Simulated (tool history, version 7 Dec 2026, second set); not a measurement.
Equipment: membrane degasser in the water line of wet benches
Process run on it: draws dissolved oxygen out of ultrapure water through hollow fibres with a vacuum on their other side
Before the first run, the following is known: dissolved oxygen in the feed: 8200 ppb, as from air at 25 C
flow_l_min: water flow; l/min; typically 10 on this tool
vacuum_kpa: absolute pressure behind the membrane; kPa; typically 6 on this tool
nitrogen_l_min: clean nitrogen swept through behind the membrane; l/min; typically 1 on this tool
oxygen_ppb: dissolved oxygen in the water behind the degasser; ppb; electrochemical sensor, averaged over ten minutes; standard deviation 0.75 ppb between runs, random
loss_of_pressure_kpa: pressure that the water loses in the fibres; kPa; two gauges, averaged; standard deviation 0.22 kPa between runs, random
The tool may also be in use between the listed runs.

| run | day | flow_l_min | vacuum_kpa | nitrogen_l_min | oxygen_ppb | loss_of_pressure_kpa |
|---|---|---|---|---|---|---|
| 1 | 0 | 10 | 6 | 1 | 77.7 | 52.84 |
| 2 | 4.821 | 10 | 6 | 1 | 76.3 | 52.56 |
| 3 | 11.5 | 10 | 6 | 1 | 77 | 52.74 |
| 4 | 19.821 | 6 | 6 | 1 | 47.6 | 31.93 |
| 5 | 28.454 | 6 | 6 | 1 | 48 | 31.61 |
| 6 | 36.562 | 6 | 6 | 1 | 48.2 | 31.8 |
| 7 | 45.967 | 10 | 6 | 1 | 78.6 | 52.9 |
| 8 | 55.05 | 10 | 6 | 1.65 | 50.9 | 52.66 |
| 9 | 61.75 | 10 | 6.93 | 1 | 102.4 | 52.77 |
| 10 | 69.133 | 10 | 6.93 | 1 | 101.9 | 52.91 |
| 11 | 75.383 | 15 | 6 | 1 | 128 | 78.82 |
| 12 | 84.425 | 15 | 6 | 1 | 127.9 | 79.37 |
| 13 | 89.617 | 15 | 6 | 1 | 127.8 | 79.38 |
| 14 | 98.867 | 15 | 6 | 1 | 129.3 | 79.37 |
| 15 | 106.579 | 15 | 6 | 0.67 | 174.2 | 80.29 |
| 16 | 115.329 | 15 | 6 | 0.67 | 174.1 | 79.71 |
| 17 | 124.821 | 15 | 6 | 0.67 | 175.3 | 79.42 |
| 18 | 130.092 | 10 | 12.8 | 0.44 | 492.3 | 53.35 |
| 19 | 134.079 | 9 | 4.23 | 0.44 | 68.9 | 48.47 |
| 20 | 143.329 | 7 | 6.37 | 1 | 66.4 | 37.37 |
| 21 | 150.396 | 15 | 6 | 0.44 | 240.3 | 80.13 |
| 22 | 156.092 | 8 | 7.95 | 0.78 | 135.2 | 42.42 |
|  | 159.088 | vacuum gauge calibrated |
| 23 | 164.458 | 8 | 7.95 | 0.78 | 125.5 | 42.28 |
| 24 | 172.371 | 7 | 4.05 | 1 | 17.1 | 37.23 |
| 25 | 177.775 | 7 | 4.05 | 1 | 16.9 | 37.31 |
|  | 183.775 | seals of the vacuum lines changed |
| 26 | 185.958 | 7 | 5.29 | 1 | 36.3 | 36.89 |
| 27 | 194.138 | 13 | 6 | 2.63 | 45.7 | 69.88 |
| 28 | 202.442 | 13 | 6.37 | 2.63 | 50.8 | 69.41 |

Each row is a separate what-if for the run after 28, all from the same tool condition, not one after another. Results?
| A | 208.988 | 7 | 7.82 | 2.82 | ? | ? |
| B | 208.988 | 14 | 7.53 | 0.58 | ? | ? |
| C | 208.988 | 10 | 4.63 | 2.63 | ? | ? |

| run | oxygen_ppb | loss_of_pressure_kpa |
|---|---|---|
| A | 30 | 37.38 |
| B | 242 | 74.85 |
| C | 17.8 | 53.52 |
Without the tool's unlogged condition, the same runs would have read:
| run | oxygen_ppb | loss_of_pressure_kpa |
|---|---|---|
| A | 29.1 | 36.07 |
| B | 235.6 | 72.23 |
| C | 16.2 | 51.65 |
